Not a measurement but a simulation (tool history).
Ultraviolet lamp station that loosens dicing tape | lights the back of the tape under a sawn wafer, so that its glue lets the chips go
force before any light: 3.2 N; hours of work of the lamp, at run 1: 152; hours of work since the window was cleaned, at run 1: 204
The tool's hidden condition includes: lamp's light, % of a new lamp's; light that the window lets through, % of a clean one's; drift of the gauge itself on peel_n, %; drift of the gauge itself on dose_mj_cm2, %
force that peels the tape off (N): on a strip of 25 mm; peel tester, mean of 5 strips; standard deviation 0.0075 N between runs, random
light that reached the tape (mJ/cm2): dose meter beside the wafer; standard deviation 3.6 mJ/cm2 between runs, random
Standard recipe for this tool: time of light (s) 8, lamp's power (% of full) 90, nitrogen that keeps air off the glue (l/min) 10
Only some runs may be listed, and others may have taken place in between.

run    day  time of light (s)  lamp's power (% of full)  nitrogen that keeps air off the glue (l/min)  hours of work of the lamp  hours of work since the window was cleaned  force that peels the tape off (N)  light that reached the tape (mJ/cm2)
  1  0.000                  8                        90                                            10                        152                                         204                              0.329                                   557
  2  0.492                  8                        90                                            10                        157                                         209                              0.322                                   552
  3  0.817                  8                        90                                            10                        161                                         213                              0.349                                   552
  4  1.296                  8                        90                                            10                        166                                         218                              0.339                                   557
  5  1.812                  8                        90                                            10                        171                                         224                              0.328                                   551
  6  2.208                  8                        90                                            10                        176                                         228                              0.348                                   555
  7  2.492                  8                        90                                            10                        179                                         231                              0.340                                   550
  8  2.762                  8                        90                                             7                        182                                         234                              0.412                                   544
  9  3.200                  7                        71                                             5                        187                                         239                              0.833                                   378
     3.258  -- window cleaned of glue's vapour
 10  3.617                  7                        71                                             5                        191                                           4                              0.876                                   373
 11  3.883                 11                       100                                            10                        194                                           7                              0.152                                   834
 12  4.229                  8                        77                                            17                        198                                          11                              0.393                                   462
 13  4.679                  5                        79                                             8                        202                                          15                              0.965                                   296
 14  5.083                  5                        79                                             8                        207                                          20                              0.977                                   298

Consider 5 possible next runs. They are alternatives, not a sequence: every one starts from the tool as it was left by run 14. What does each give?
  A  5.333                 10                        64                                            14                        210                                          23                                  ?                                     ?
  B  5.333                  8                        72                                            12                        210                                          23                                  ?                                     ?
  C  5.333                 13                        79                                             7                        210                                          23                                  ?                                     ?
  D  5.333                 11                        83                                            10                        210                                          23                                  ?                                     ?
  E  5.333                  8                        90                                            17                        210                                          23                                  ?                                     ?

run  force that peels the tape off (N)  light that reached the tape (mJ/cm2)
  A                              0.387                                   476
  B                              0.497                                   431
  C                              0.218                                   766
  D                              0.220                                   681
  E                              0.299                                   539
What these runs would have given with no unlogged condition in the tool:
run  force that peels the tape off (N)  light that reached the tape (mJ/cm2)
  A                              0.311                                   535
  B                              0.405                                   484
  C                              0.175                                   860
  D                              0.176                                   764
  E                              0.240                                   606
